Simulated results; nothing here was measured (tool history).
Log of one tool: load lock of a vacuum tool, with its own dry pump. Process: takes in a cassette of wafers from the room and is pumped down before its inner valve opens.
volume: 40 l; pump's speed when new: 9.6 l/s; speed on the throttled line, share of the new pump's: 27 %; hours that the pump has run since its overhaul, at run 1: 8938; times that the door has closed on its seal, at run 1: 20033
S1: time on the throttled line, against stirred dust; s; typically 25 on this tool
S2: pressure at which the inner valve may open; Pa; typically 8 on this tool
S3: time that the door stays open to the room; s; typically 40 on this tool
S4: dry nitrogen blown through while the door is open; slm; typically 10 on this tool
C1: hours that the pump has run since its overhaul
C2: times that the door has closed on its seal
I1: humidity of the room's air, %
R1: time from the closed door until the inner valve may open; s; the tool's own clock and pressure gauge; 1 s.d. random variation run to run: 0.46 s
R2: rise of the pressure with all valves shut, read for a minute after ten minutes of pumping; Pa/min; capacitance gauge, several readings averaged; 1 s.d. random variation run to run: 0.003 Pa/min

run,hour,S1,S2,S3,S4,C1,C2,I1,R1,R2
1,0.0,25,8,40,10,8938,20033,42.4,62.6,0.132
2,129.2,25,8,40,21,9067,20378,45.2,62.6,0.127
3,303.2,25,8,40,12,9241,20843,45.9,62.1,0.144
4,425.7,25,9,40,12,9364,21170,44.2,62.4,0.136
5,550.2,25,9,40,12,9488,21503,45.5,62.5,0.146
6,721.9,25,9,40,12,9660,21962,47.7,62.3,0.151
7,935.0,25,9,40,12,9873,22531,44.8,63.0,0.146
8,1149.2,25,8,40,10,10087,23103,48.5,63.0,0.161
9,1327.8,25,8,40,13,10266,23580,45.6,64.1,0.157
10,1529.6,25,8,40,10,10467,24119,41.0,63.4,0.161
11,1628.7,22,8,40,10,10567,24384,44.9,62.0,0.167
12,1829.9,25,8,76,10,10768,24922,45.0,63.8,0.202
13,2020.3,25,8,76,10,10958,25430,44.4,63.6,0.204
14,2172.5,25,8,76,10,11110,25837,42.6,64.8,0.204
15,2352.4,25,8,76,10,11290,26317,48.2,63.6,0.218
16,2448.9,25,8,76,10,11387,26575,48.3,64.4,0.216
17,2543.0,25,8,76,10,11481,26826,47.5,63.2,0.216
18,2687.0,25,10,40,10,11625,27211,42.6,63.7,0.189
19,2802.8,25,10,27,10,11741,27520,47.0,63.1,0.172
20,2928.6,25,9,36,10,11866,27857,45.8,64.6,0.192
21,3124.3,25,9,94,38,12062,28380,46.1,64.6,0.208
22,3336.7,25,9,94,38,12275,28947,44.7,64.9,0.201
23,3428.6,25,9,94,38,12366,29192,44.6,64.1,0.208
24,3569.9,25,9,94,38,12508,29570,42.3,63.9,0.208
25,3777.9,25,8,40,27,12716,30125,44.7,65.3,0.201
26,3925.9,25,12,40,28,12864,30521,43.8,63.5,0.196

The next listed run, before its measurement:
27,4114.1,15,12,79,15,13052,31024,45.5,?,?

R1: 56.8 s
R2: 0.244 Pa/min
On a tool with no hidden condition, and with the same random variation, this run would have come out at R1 49.1 s, R2 0.074 Pa/min.
